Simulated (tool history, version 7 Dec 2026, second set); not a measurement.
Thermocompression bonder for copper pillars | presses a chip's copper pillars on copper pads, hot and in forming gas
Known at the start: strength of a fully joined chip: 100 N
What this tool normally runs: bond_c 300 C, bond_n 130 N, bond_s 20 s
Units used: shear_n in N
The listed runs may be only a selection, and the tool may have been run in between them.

run   hour  bond_c  bond_n  bond_s  shear_n
  1      0     300     130      20     33.8
  2     43     300     130      19       33
  3   80.4     312     130      20     39.5
  4  104.3     312     130      20     39.3
  5  122.8     312     130      20     39.3
     146.8  -- forming gas filter changed
  6  146.8     312     130      20     40.7
  7    174     300     130      20     34.4
  8  212.8     291     130      20       30
  9    244     291     130      20     29.7
 10  272.7     291     130      20       30

Predict the results of run 11:
 11  300.5     297      93      13        ?

Run 11 yielded shear_n 21.6 N.
Minus the tool's unlogged condition, the same run would have read shear_n 22.9 N.

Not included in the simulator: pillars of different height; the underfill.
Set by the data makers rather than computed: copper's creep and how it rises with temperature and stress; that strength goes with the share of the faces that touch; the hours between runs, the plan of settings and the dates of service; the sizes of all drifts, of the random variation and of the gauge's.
